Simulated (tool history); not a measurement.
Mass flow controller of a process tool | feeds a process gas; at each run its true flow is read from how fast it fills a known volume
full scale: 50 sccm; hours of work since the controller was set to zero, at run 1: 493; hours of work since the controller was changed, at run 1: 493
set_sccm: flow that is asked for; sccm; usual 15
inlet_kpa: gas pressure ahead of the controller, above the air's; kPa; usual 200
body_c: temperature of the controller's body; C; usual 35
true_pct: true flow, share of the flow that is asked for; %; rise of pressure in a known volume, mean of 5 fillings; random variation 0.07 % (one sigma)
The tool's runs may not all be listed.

run,hour,set_sccm,inlet_kpa,body_c,hours of work since the controller was set to zero,hours of work since the controller was changed,true_pct
1,0.0,15,200,35,493,493,98.95
2,267.1,15,200,35,584,584,98.90
3,715.4,15,200,35,737,737,98.98
4,1201.6,15,200,35,903,903,98.93
5,1601.2,15,140,35,1039,1039,99.00
6,1918.5,15,140,35,1147,1147,99.07
7,2257.6,15,215,35,1262,1262,98.86
8,2710.2,35,200,35,1416,1416,99.04
9,3140.8,15,200,35,1563,1563,98.71
10,3408.0,15,200,35,1654,1654,98.67
11,3814.7,15,200,35,1792,1792,98.77
12,4314.7,15,200,35,1962,1962,98.67
13,4629.4,15,200,35,2069,2069,98.57
14,4981.2,15,200,35,2189,2189,98.54
15,5256.4,6,200,35,2283,2283,98.41
16,5680.5,6,200,35,2427,2427,98.39
17,5947.9,6,200,35,2518,2518,98.28
18,6312.4,6,200,35,2642,2642,98.22
19,6668.4,6,200,35,2764,2764,98.43
20,7096.6,6,200,35,2909,2909,98.18
21,7619.5,15,200,23,3087,3087,98.95
22,8012.3,15,200,23,3221,3221,99.06
23,8528.4,15,200,23,3397,3397,98.86
24,8822.5,15,200,23,3497,3497,98.82
25,9052.9,6,274,35,3575,3575,97.85
26,9374.7,6,274,35,3685,3685,97.94
27,9721.3,6,274,35,3803,3803,97.80
28,9980.5,16,274,21,3891,3891,98.71
# hour 10025.9: gauge calibrated
29,10281.9,15,263,20,3994,3994,99.54
30,10749.4,33,177,28,4153,4153,99.71
31,11042.6,39,143,35,4253,4253,99.47
32,11256.9,39,143,35,4326,4326,99.30
# hour 11529.6: controller's zero set anew
33,11681.4,6,179,35,52,4470,98.84
34,12127.5,15,200,21,204,4622,99.62
35,12425.7,9,180,38,305,4723,98.65
36,12650.5,49,231,25,382,4800,99.70
37,13013.8,34,193,34,505,4924,99.13
38,13271.7,15,193,34,593,5011,98.78
# hour 13313.3: controller exchanged for a calibrated one
39,13715.7,6,178,32,137,137,98.81
40,14047.4,9,140,24,250,250,99.48
41,14260.1,7,154,35,322,322,98.60
42,14664.8,6,258,23,460,460,98.92
43,15147.1,5,258,23,624,624,99.06

The next listed run, before its measurement:
44,15374.7,6,206,27,702,702,?

true_pct: 98.85 %
Without the tool's hidden state the same run would have given true_pct 99.32 %.
